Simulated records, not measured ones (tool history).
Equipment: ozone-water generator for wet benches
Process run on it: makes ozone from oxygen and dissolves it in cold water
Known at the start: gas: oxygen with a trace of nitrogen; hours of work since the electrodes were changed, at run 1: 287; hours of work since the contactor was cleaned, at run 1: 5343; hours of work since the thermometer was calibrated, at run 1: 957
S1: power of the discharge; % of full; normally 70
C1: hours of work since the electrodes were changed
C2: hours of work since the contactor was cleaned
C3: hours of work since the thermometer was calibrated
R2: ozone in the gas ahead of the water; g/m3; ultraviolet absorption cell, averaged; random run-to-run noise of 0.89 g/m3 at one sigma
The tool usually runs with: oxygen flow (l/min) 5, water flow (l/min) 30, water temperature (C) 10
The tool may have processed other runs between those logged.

Run 1, hour 0.0: usual settings; C1 287; C2 5343; C3 957. Result: dissolved ozone (ppm) 13.4, R2 147.0 g/m3.
Run 2, hour 16.5: usual settings; C1 298; C2 5353; C3 968. Result: dissolved ozone (ppm) 13.4, R2 147.2 g/m3.
Run 3, hour 39.6: usual settings but S1 44 % of full; C1 313; C2 5368; C3 983. Result: dissolved ozone (ppm) 10.1, R2 107.8 g/m3.
Run 4, hour 65.8: usual settings but S1 44 % of full; C1 330; C2 5385; C3 1000. Result: dissolved ozone (ppm) 9.7, R2 105.8 g/m3.
Run 5, hour 78.6: usual settings but S1 44 % of full; C1 339; C2 5394; C3 1009. Result: dissolved ozone (ppm) 9.8, R2 107.2 g/m3.
Run 6, hour 107.4: usual settings but S1 44 % of full; C1 357; C2 5412; C3 1027. Result: dissolved ozone (ppm) 9.7, R2 107.1 g/m3.

The next listed run, before its measurement:
Run 7, hour 133.1: usual settings but S1 40 % of full; C1 374; C2 5429; C3 1044. Result: dissolved ozone (ppm) ?, R2 ?.

dissolved ozone (ppm): 9.3
R2: 100.3 g/m3
The same run, on a tool lacking any hidden state, would have yielded dissolved ozone (ppm) 9.8, R2 100.4 g/m3.

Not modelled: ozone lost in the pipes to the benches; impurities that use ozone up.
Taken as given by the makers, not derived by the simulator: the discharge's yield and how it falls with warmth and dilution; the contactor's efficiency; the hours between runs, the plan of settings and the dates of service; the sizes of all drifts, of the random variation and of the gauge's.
